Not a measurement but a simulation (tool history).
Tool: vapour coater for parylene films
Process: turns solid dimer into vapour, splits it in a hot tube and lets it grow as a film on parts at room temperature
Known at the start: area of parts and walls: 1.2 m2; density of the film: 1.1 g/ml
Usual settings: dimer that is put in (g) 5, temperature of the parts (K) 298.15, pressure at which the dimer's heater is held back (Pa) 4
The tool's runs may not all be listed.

run     day  dimer that is put in (g)  temperature of the parts (K)  pressure at which the dimer's heater is held back (Pa)  thickness of the film (µm)
  1       0                         5                        298.15                                                       4                        2.85
  2   1.658                         5                        298.15                                                       4                        2.79
  3   2.858                         5                        310.15                                                       4                        2.22
  4     4.4                         5                        310.15                                                       4                         2.2
  5   5.692                         5                        306.15                                                       4                        2.35
  6   6.408                         5                        306.15                                                       4                        2.34
  7   7.746                         5                        307.15                                                       4                        2.32
  8   8.838                         5                        307.15                                                       4                        2.31
  9   9.888                         5                        299.15                                                       4                        2.69
 10  11.496                         5                        299.15                                                       4                        2.65
 11  13.138                         5                        299.15                                                       4                        2.64
     13.717  -- trap's valve overhauled
 12  14.375                         5                        299.15                                                       4                        2.84
 13  15.875                         5                        299.15                                                       4                        2.84
 14  16.946                         5                        309.15                                                       4                        2.36
 15  18.542                         5                        309.15                                                       4                        2.34
 16  20.283                         3                        298.15                                                       4                        1.73
 17  21.121                         3                        298.15                                                       4                         1.7
 18  22.183                         5                        298.15                                                       4                        2.87
 19  23.358                         4                        293.15                                                    6.11                         2.3
     24.492  -- table's thermometer calibrated
 20  25.146                         4                        293.15                                                    6.11                        2.25
 21  26.188                         7                        307.15                                                    2.67                        3.51
 22  27.104                         2                        298.15                                                    2.34                        1.23
 23  28.546                         2                        298.15                                                    2.34                        1.23
 24  30.188                         3                        298.15                                                     2.7                        1.74
 25  31.317                         5                        292.15                                                    6.89                        2.76
 26    32.1                         4                        297.15                                                    5.79                        2.06
 27  33.233                         4                        297.15                                                    5.79                        2.05
 28  34.971                         4                        297.15                                                    5.79                        2.03
     35.542  -- trap's valve overhauled
 29  35.925                         4                        296.15                                                   11.88                        1.94
 30  37.575                         3                        301.15                                                    7.72                        1.43
 31    39.2                         3                        301.15                                                    7.72                        1.39
 32   40.75                         5                        298.15                                                    4.25                        2.78
 33  41.738                         5                        298.15                                                    4.25                        2.79
 34  42.633                         5                        302.15                                                    4.25                        2.57
 35  43.642                         7                        298.15                                                   10.95                        3.23

Some steps in thickness of the film (µm) between neighbouring runs. How much of each would the tool show without its hidden state too (settings, what came in, random variation), and how much is left for the hidden state, with any gauge scatter that isn't in both results?
The hidden state here: vapour lost through the trap's worn valve, %; true temperature of the parts over the reading, C; drift of the gauge itself on film_um, %.
Run 11 -> 12: trap's valve overhauled. thickness of the film (µm) +0.2: hidden state +0.2, all else +0.
Run 20 -> 21: dimer that is put in (g) 4 -> 7, temperature of the parts (K) 293.15 -> 307.15, pressure at which the dimer's heater is held back (Pa) 6.11 -> 2.67. thickness of the film (µm) +1.26: hidden state -0.05, all else +1.31.
Run 21 -> 22: dimer that is put in (g) 7 -> 2, temperature of the parts (K) 307.15 -> 298.15, pressure at which the dimer's heater is held back (Pa) 2.67 -> 2.34. thickness of the film (µm) -2.28: hidden state +0.08, all else -2.36.
Run 28 -> 29: temperature of the parts (K) 297.15 -> 296.15, pressure at which the dimer's heater is held back (Pa) 5.79 -> 11.88, trap's valve overhauled. thickness of the film (µm) -0.09: hidden state +0.14, all else -0.23.
Run 31 -> 32: dimer that is put in (g) 3 -> 5, temperature of the parts (K) 301.15 -> 298.15, pressure at which the dimer's heater is held back (Pa) 7.72 -> 4.25. thickness of the film (µm) +1.39: hidden state -0.02, all else +1.41.
